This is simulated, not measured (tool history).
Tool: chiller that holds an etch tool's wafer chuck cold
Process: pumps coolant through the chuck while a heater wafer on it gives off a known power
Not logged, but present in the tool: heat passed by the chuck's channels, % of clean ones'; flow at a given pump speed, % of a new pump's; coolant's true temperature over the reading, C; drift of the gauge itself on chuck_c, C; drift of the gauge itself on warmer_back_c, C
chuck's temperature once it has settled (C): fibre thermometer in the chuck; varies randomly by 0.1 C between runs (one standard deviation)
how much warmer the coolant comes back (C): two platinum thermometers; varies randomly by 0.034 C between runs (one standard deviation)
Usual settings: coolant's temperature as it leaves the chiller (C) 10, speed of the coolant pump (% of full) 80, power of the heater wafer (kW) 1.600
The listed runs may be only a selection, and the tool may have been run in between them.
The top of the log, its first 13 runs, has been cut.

run   hour  coolant's temperature as it leaves the chiller (C)  speed of the coolant pump (% of full)  power of the heater wafer (kW)  hours since the coolant was changed and the channels were flushed  hours since the pump was overhauled  hours since the chiller's thermometer was calibrated  chuck's temperature once it has settled (C)  how much warmer the coolant comes back (C)
 14  380.1                                                  10                                     80                           1.346                                                               3336                                 1571                                                  2081                                         19.2                                        4.48
 15  407.1                                                  10                                     80                           2.139                                                               3363                                 1598                                                  2108                                         24.8                                        7.21
 16  439.7                                                  10                                     80                           2.139                                                               3396                                 1631                                                  2141                                         24.9                                        7.29
 17  473.9                                                  10                                     80                           2.392                                                               3430                                 1665                                                  2175                                         26.8                                        8.06
 18  496.7                                                  10                                     80                           2.392                                                               3452                                 1688                                                  2198                                         26.7                                        8.06
 19  522.4                                                  16                                     66                           2.392                                                               3478                                 1713                                                  2223                                         35.1                                        9.84
 20  549.4                                                  10                                     72                           1.600                                                               3505                                 1740                                                  2250                                         22.0                                        6.02
     557.9  -- coolant pump overhauled
 21  573.5                                                  10                                     84                           1.220                                                               3524                                   16                                                  2269                                         18.2                                        3.98
 22  593.3                                                  10                                     84                           1.220                                                               3544                                   35                                                  2289                                         18.1                                        3.96
 23  619.8                                                   0                                     84                           1.000                                                               3571                                   62                                                  2316                                          6.8                                        3.24
     633.6  -- coolant pump overhauled, once more
 24  650.0                                                   6                                     80                           1.022                                                               3596                                   16                                                  2341                                         12.8                                        3.39
 25  682.5                                                  10                                     66                           1.600                                                               3628                                   49                                                  2373                                         22.5                                        6.52
 26  708.3                                                  10                                     97                           1.562                                                               3654                                   75                                                  2399                                         19.5                                        4.17
 27  736.6                                                  10                                     85                           1.973                                                               3682                                  103                                                  2427                                         23.0                                        6.06
 28  768.4                                                  10                                     85                           1.973                                                               3714                                  135                                                  2459                                         23.0                                        6.14
 29  786.2                                                  10                                     85                           1.973                                                               3732                                  153                                                  2477                                         23.0                                        6.10
 30  811.5                                                  15                                     93                           1.624                                                               3757                                  178                                                  2502                                         25.0                                        4.57
 31  848.0                                                   6                                     69                           1.600                                                               3794                                  214                                                  2539                                         18.2                                        6.27
 32  881.2                                                  10                                     92                           1.197                                                               3827                                  248                                                  2572                                         17.5                                        3.39
 33  903.4                                                  12                                     80                           2.063                                                               3849                                  270                                                  2594                                         26.4                                        6.85

Predict each of these 3 candidate next runs independently; none follows another, all start after run 33:
  A  926.4                                                   5                                     75                           1.600                                                               3872                                  293                                                  2617                                            ?                                           ?
  B  926.4                                                  12                                     98                           1.629                                                               3872                                  293                                                  2617                                            ?                                           ?
  C  926.4                                                  12                                     74                           2.063                                                               3872                                  293                                                  2617                                            ?                                           ?

run  chuck's temperature once it has settled (C)  how much warmer the coolant comes back (C)
  A                                         16.6                                        5.66
  B                                         21.8                                        4.38
  C                                         27.0                                        7.35
Stripped of hidden state, with their random variation kept, the same runs would have yielded:
run  chuck's temperature once it has settled (C)  how much warmer the coolant comes back (C)
  A                                         16.1                                        5.60
  B                                         21.4                                        4.33
  C                                         26.3                                        7.27
